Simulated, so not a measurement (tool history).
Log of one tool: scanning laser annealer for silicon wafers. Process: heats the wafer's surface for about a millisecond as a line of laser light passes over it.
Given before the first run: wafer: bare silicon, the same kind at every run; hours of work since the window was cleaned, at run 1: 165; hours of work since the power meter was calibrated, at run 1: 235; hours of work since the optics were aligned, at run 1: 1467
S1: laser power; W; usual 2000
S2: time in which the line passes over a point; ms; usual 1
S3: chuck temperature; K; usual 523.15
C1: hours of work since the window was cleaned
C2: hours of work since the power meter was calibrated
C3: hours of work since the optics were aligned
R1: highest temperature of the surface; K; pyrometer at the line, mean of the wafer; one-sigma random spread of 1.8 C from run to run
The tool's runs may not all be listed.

Run 1, hour 0: usual settings; C1 165; C2 235; C3 1467. Result: R1 1217.15 K.
At hour 28.2: optics aligned, line set to its width.
Run 2, hour 28.2: usual settings; C1 178; C2 247; C3 0. Result: R1 1229.15 K.
Run 3, hour 66.5: usual settings but S3 524.15 K; C1 199; C2 269; C3 21. Result: R1 1229.15 K.
Run 4, hour 86.4: usual settings but S3 524.15 K; C1 210; C2 280; C3 32. Result: R1 1226.15 K.
Run 5, hour 107.9: usual settings but S3 524.15 K; C1 222; C2 292; C3 44. Result: R1 1225.15 K.
Run 6, hour 151: usual settings but S3 524.15 K; C1 246; C2 316; C3 68. Result: R1 1225.15 K.
Run 7, hour 187.9: usual settings but S3 552.15 K; C1 267; C2 336; C3 89. Result: R1 1249.15 K.
Run 8, hour 226.9: usual settings but S2 1.22 ms, S3 552.15 K; C1 288; C2 358; C3 110. Result: R1 1314.15 K.
Run 9, hour 259: usual settings but S3 485.15 K; C1 306; C2 376; C3 128. Result: R1 1180.15 K.
Run 10, hour 279.1: usual settings but S3 485.15 K; C1 317; C2 387; C3 139. Result: R1 1176.15 K.
Run 11, hour 308.6: usual settings but S3 485.15 K; C1 334; C2 403; C3 156. Result: R1 1179.15 K.
Run 12, hour 351.2: usual settings but S2 0.84 ms; C1 357; C2 427; C3 179. Result: R1 1166.15 K.
Run 13, hour 392.9: usual settings; C1 381; C2 450; C3 203. Result: R1 1215.15 K.
Run 14, hour 438.2: usual settings but S2 0.73 ms; C1 406; C2 475; C3 228. Result: R1 1124.15 K.
Run 15, hour 484.6: usual settings but S2 0.73 ms; C1 432; C2 501; C3 254. Result: R1 1123.15 K.
Run 16, hour 522.3: usual settings but S2 0.73 ms; C1 452; C2 522; C3 275. Result: R1 1122.15 K.
Run 17, hour 554.6: usual settings but S2 0.73 ms; C1 470; C2 540; C3 292. Result: R1 1118.15 K.
At hour 569.3: window over the wafer cleaned.
Run 18, hour 601.7: usual settings but S3 499.15 K; C1 18; C2 565; C3 318. Result: R1 1212.15 K.
Run 19, hour 629: usual settings but S3 499.15 K; C1 33; C2 580; C3 333. Result: R1 1210.15 K.
Run 20, hour 665.9: usual settings; C1 54; C2 601; C3 353. Result: R1 1233.15 K.
Run 21, hour 689.1: usual settings; C1 67; C2 614; C3 366. Result: R1 1234.15 K.
Run 22, hour 721.4: usual settings but S1 2016 W, S2 1.13 ms; C1 84; C2 631; C3 384. Result: R1 1274.15 K.
Run 23, hour 759.1: usual settings but S1 2016 W, S2 1.13 ms; C1 105; C2 652; C3 405. Result: R1 1272.15 K.
Run 24, hour 783.1: usual settings but S1 2016 W, S2 0.88 ms; C1 119; C2 666; C3 418. Result: R1 1194.15 K.
Run 25, hour 812.6: usual settings but S1 1932 W, S2 0.81 ms, S3 494.15 K; C1 135; C2 682; C3 435. Result: R1 1117.15 K.
Run 26, hour 852.9: usual settings but S1 1966 W, S2 0.87 ms, S3 484.15 K; C1 158; C2 705; C3 457. Result: R1 1136.15 K.
Run 27, hour 885.9: usual settings but S2 0.85 ms, S3 561.15 K; C1 176; C2 723; C3 475. Result: R1 1211.15 K.
Run 28, hour 922.9: usual settings but S2 0.85 ms, S3 561.15 K; C1 196; C2 743; C3 496. Result: R1 1212.15 K.
Run 29, hour 951.3: usual settings but S1 1709 W; C1 212; C2 759; C3 512. Result: R1 1125.15 K.
Run 30, hour 977.6: usual settings but S1 1709 W; C1 227; C2 774; C3 526. Result: R1 1124.15 K.
Run 31, hour 1012: usual settings but S2 1.04 ms, S3 556.15 K; C1 246; C2 793; C3 545. Result: R1 1260.15 K.
Run 32, hour 1058.3: usual settings but S2 1.04 ms, S3 556.15 K; C1 272; C2 819; C3 571. Result: R1 1260.15 K.
Run 33, hour 1103.4: usual settings but S1 2094 W, S3 502.15 K; C1 297; C2 844; C3 596. Result: R1 1221.15 K.
Run 34, hour 1145.5: usual settings but S1 2094 W, S3 502.15 K; C1 320; C2 867; C3 620. Result: R1 1222.15 K.
Run 35, hour 1168.5: usual settings but S1 2034 W, S2 1.17 ms, S3 546.15 K; C1 333; C2 880; C3 632. Result: R1 1295.15 K.
Run 36, hour 1200.4: usual settings but S1 2034 W, S2 1.22 ms, S3 546.15 K; C1 351; C2 898; C3 650. Result: R1 1306.15 K.
Run 37, hour 1236: usual settings but S1 2129 W, S2 0.72 ms; C1 370; C2 917; C3 670. Result: R1 1155.15 K.
Run 38, hour 1259.2: usual settings but S1 2030 W, S2 1.18 ms, S3 497.15 K; C1 383; C2 930; C3 683. Result: R1 1241.15 K.
Run 39, hour 1294.7: usual settings but S1 2055 W, S2 0.9 ms, S3 531.15 K; C1 403; C2 950; C3 703. Result: R1 1200.15 K.
Run 40, hour 1319.4: usual settings but S1 2055 W, S2 0.72 ms, S3 507.15 K; C1 417; C2 964; C3 716. Result: R1 1113.15 K.

A few steps of R1 between consecutive runs. Split each: what settings, incoming material and random variation would produce without the hidden state, and what is left over for the hidden state, along with gauge scatter present in only one of the two compared results (measured, and without hidden state):
The hidden state here: light that passes the window, % of a clean one's; laser's true power over the reading, %; width of the line over the set one, %; drift of the gauge itself on peak_c, C.
Run 1 -> 2: optics aligned, line set to its width. R1 +12 K: hidden state +12, all else +0.
Run 8 -> 9: S2 1.22 -> 1, S3 552.15 -> 485.15. R1 -134 K: hidden state +1, all else -135.
Run 17 -> 18: S2 0.73 -> 1, S3 523.15 -> 499.15, window over the wafer cleaned. R1 +94 K: hidden state +26, all else +68.
Run 30 -> 31: S1 1709 -> 2000, S2 1 -> 1.04, S3 523.15 -> 556.15. R1 +136 K: hidden state -6, all else +142.
Run 36 -> 37: S1 2034 -> 2129, S2 1.22 -> 0.72, S3 546.15 -> 523.15. R1 -151 K: hidden state +6, all else -157.
Run 37 -> 38: S1 2129 -> 2030, S2 0.72 -> 1.18, S3 523.15 -> 497.15. R1 +86 K: hidden state -7, all else +93.
